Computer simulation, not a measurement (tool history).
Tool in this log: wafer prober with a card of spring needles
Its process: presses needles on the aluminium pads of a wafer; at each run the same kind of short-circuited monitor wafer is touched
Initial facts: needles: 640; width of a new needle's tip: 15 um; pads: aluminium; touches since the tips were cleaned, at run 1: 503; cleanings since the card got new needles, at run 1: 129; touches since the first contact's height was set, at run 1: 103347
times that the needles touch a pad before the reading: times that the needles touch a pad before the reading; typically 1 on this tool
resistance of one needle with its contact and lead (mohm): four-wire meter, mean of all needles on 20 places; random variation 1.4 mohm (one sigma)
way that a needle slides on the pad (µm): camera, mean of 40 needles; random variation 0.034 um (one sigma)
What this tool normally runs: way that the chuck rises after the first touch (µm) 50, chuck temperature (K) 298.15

run,day,way that the chuck rises after the first touch (µm),chuck temperature (K),times that the needles touch a pad before the reading,touches since the tips were cleaned,cleanings since the card got new needles,touches since the first contact's height was set,resistance of one needle with its contact and lead (mohm),way that a needle slides on the pad (µm)
1,0,50,298.15,1,503,129,103347,127,10.27
# day 0.367: tips cleaned on abrasive film
# day 0.733: tips cleaned on abrasive film
# day 1.1: tips cleaned on abrasive film
# day 1.292: height of the first contact set anew
# day 1.567: tips cleaned on abrasive film
# day 2.025: tips cleaned on abrasive film
# day 2.392: tips cleaned on abrasive film
# day 2.846: tips cleaned on abrasive film
# day 3.304: tips cleaned on abrasive film
2,3.662,50,298.15,1,4793,137,31412,125,10.29
# day 3.754: tips cleaned on abrasive film
# day 4.212: tips cleaned on abrasive film
# day 4.671: tips cleaned on abrasive film
# day 5.125: tips cleaned on abrasive film
# day 5.492: tips cleaned on abrasive film
# day 5.95: tips cleaned on abrasive film
# day 6.338: tips cleaned on abrasive film
3,6.338,50,298.15,2,0,144,66821,125,10.19
# day 6.796: tips cleaned on abrasive film
# day 7.25: tips cleaned on abrasive film
# day 7.617: tips cleaned on abrasive film
# day 7.983: tips cleaned on abrasive film
# day 8.35: tips cleaned on abrasive film
# day 8.808: tips cleaned on abrasive film
# day 9.171: tips cleaned on abrasive film
# day 9.538: tips cleaned on abrasive film
# day 9.942: tips cleaned on abrasive film
4,9.942,66,298.15,2,0,153,114500,121,13.54
# day 10.4: tips cleaned on abrasive film
# day 10.412: height of the first contact set anew
# day 10.775: tips cleaned on abrasive film
# day 11.142: tips cleaned on abrasive film
# day 11.6: tips cleaned on abrasive film
# day 12.054: tips cleaned on abrasive film
# day 12.421: tips cleaned on abrasive film
5,12.471,66,298.15,2,635,159,27254,120,13.55
# day 12.838: tips cleaned on abrasive film
# day 13.2: tips cleaned on abrasive film
# day 13.567: tips cleaned on abrasive film
# day 14.025: tips cleaned on abrasive film
# day 14.479: tips cleaned on abrasive film
6,14.704,39,298.15,2,2999,164,56873,132,8.03
# day 14.892: tips cleaned on abrasive film
# day 15.258: tips cleaned on abrasive film
# day 15.621: tips cleaned on abrasive film
# day 15.988: tips cleaned on abrasive film
# day 16.446: tips cleaned on abrasive film
# day 16.812: tips cleaned on abrasive film
# day 17.267: tips cleaned on abrasive film
7,17.554,50,298.15,1,3840,171,94592,122,10.23
# day 17.65: tips cleaned on abrasive film
# day 18.017: tips cleaned on abrasive film
# day 18.383: tips cleaned on abrasive film
# day 18.838: tips cleaned on abrasive film
# day 19.204: tips cleaned on abrasive film
# day 19.488: height of the first contact set anew
# day 19.583: tips cleaned on abrasive film
# day 20.038: tips cleaned on abrasive film
# day 20.404: tips cleaned on abrasive film
# day 20.862: tips cleaned on abrasive film
8,21.1,50,298.15,1,3173,180,21322,125,10.15
# day 21.283: tips cleaned on abrasive film
# day 21.65: tips cleaned on abrasive film
# day 22.108: tips cleaned on abrasive film
# day 22.562: tips cleaned on abrasive film
# day 22.929: tips cleaned on abrasive film
# day 23.296: tips cleaned on abrasive film
# day 23.754: tips cleaned on abrasive film
# day 24.208: tips cleaned on abrasive film
9,24.354,50,298.15,1,1937,188,64396,124,10.19
# day 24.629: tips cleaned on abrasive film
# day 24.996: tips cleaned on abrasive film
# day 25.362: tips cleaned on abrasive film
# day 25.817: tips cleaned on abrasive film
# day 26.275: tips cleaned on abrasive film
# day 26.642: tips cleaned on abrasive film
# day 27.008: tips cleaned on abrasive film
# day 27.375: tips cleaned on abrasive film
# day 27.738: tips cleaned on abrasive film
10,28.05,50,298.15,1,4151,197,113315,126,10.19
# day 28.146: tips cleaned on abrasive film
# day 28.508: tips cleaned on abrasive film
# day 28.612: height of the first contact set anew
# day 28.979: tips cleaned on abrasive film
# day 29.438: tips cleaned on abrasive film
# day 29.8: tips cleaned on abrasive film
11,30.129,39,371.15,2,4368,202,20098,145,7.94
# day 30.225: tips cleaned on abrasive film
# day 30.588: tips cleaned on abrasive film
# day 31.046: tips cleaned on abrasive film
# day 31.504: tips cleaned on abrasive film
# day 31.867: tips cleaned on abrasive film
# day 32.233: tips cleaned on abrasive film
# day 32.692: tips cleaned on abrasive film
# day 33.146: tips cleaned on abrasive film
# day 33.512: tips cleaned on abrasive film
12,33.867,39,371.15,2,4710,211,69576,144,7.98

Estimate the outcome of run 13 from the log above:
# day 33.962: tips cleaned on abrasive film
# day 34.325: tips cleaned on abrasive film
# day 34.783: tips cleaned on abrasive film
# day 35.15: tips cleaned on abrasive film
# day 35.604: tips cleaned on abrasive film
# day 36.062: tips cleaned on abrasive film
# day 36.429: tips cleaned on abrasive film
# day 36.883: tips cleaned on abrasive film
# day 37.25: tips cleaned on abrasive film
13,37.408,39,371.15,2,2106,220,116449,?,?

resistance of one needle with its contact and lead (mohm): 148
way that a needle slides on the pad (µm): 7.9
If the tool had no hidden condition, the same run with the same run-to-run variation would have returned resistance of one needle with its contact and lead (mohm) 148, way that a needle slides on the pad (µm) 8.02.

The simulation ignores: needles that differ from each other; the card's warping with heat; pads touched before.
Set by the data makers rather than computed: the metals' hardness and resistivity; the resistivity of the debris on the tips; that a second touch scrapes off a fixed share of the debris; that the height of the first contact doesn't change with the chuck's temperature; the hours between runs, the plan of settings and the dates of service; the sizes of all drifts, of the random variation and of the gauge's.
